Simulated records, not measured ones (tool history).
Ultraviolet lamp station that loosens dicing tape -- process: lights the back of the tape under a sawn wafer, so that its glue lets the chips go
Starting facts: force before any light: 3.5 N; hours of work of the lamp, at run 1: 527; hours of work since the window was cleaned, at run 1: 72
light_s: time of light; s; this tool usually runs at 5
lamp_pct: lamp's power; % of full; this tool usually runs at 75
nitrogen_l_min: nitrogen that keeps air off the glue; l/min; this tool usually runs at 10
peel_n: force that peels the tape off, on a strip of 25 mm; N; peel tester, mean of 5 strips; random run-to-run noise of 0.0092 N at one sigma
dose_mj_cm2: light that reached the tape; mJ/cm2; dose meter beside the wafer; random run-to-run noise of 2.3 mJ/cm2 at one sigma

run	hour	light_s	lamp_pct	nitrogen_l_min	hours of work of the lamp	hours of work since the window was cleaned	peel_n	dose_mj_cm2
1	0	5	75	10	527	72	0.392	215
2	60	5	86	10	552	97	0.317	244
3	132.1	5	86	10	582	128	0.299	242
4	170.1	5	86	10	598	144	0.293	245
5	253.5	5	86	10	634	179	0.292	245
6	299.3	5	89	10	653	198	0.291	246
7	350.5	5	89	10	674	220	0.295	251
8	422.1	5	89	15	705	250	0.242	250
9	480.4	7	75	10	729	274	0.226	298
10	530.8	7	75	10	750	296	0.216	293
11	605.4	7	75	10	782	327	0.225	300
12	645.4	5	98	10	799	344	0.264	280
13	720.7	6	75	10	831	376	0.289	256
14	799.5	6	74	10	864	409	0.274	248
15	872.6	6	74	10	895	440	0.302	254
16	935	6	74	10	921	466	0.299	253
# hour 959.3: window cleaned of glue's vapour
17	996.6	5	75	10	947	16	0.382	213
18	1043.4	5	75	8	966	35	0.44	214
19	1116.4	5	75	8	997	66	0.427	210
20	1161	5	75	8	1016	85	0.43	213
21	1233.8	5	92	10	1047	116	0.278	262
22	1314	5	92	10	1080	150	0.27	263
23	1397.3	3	90	12	1116	185	0.603	155
24	1482.1	3	90	12	1151	220	0.607	155
25	1552.5	5	100	10	1181	250	0.236	288
26	1631.8	5	63	4	1214	283	0.84	179
27	1675	4	63	4	1233	302	1.095	140
28	1746.7	3	71	6	1263	332	1.087	125
29	1794.8	2	71	3	1283	352	1.847	80
30	1877.6	2	71	3	1318	387	1.956	82
31	1935.7	2	71	3	1342	412	1.933	77
32	2004.9	2	62	3	1372	441	2.058	71
33	2041.9	2	62	3	1387	456	1.985	70
# hour 2088.2: window cleaned of glue's vapour
34	2111.8	5	69	5	1416	10	0.656	192
35	2153.2	5	100	11	1434	27	0.228	286
# hour 2169: lamp changed
36	2230.1	5	75	7	26	59	0.446	217
37	2300.8	5	75	7	56	89	0.466	213
38	2349.3	2	75	6	76	110	1.525	81
39	2420.1	7	75	15	106	139	0.186	294
40	2454.5	7	75	6	120	154	0.281	293
41	2524.7	5	82	10	150	184	0.325	235
42	2581.6	2	76	10	174	208	1.336	86
43	2642.8	2	81	4	200	233	1.586	94
44	2695.4	2	81	4	222	256	1.648	94

Hidden state at the last listed run before each entry between runs and at the first one after, where it differs:
In the gap between runs 16 and 17: window cleaned of glue's vapour (hour 959.3)
  light that the window lets through, % of a clean one's: 99.9 -> 100
In the gap between runs 33 and 34: window cleaned of glue's vapour (hour 2088.2)
  light that the window lets through, % of a clean one's: 99.9 -> 100
In the gap between runs 35 and 36: lamp changed (hour 2169)
  lamp's light, % of a new lamp's: 99.7 -> 100
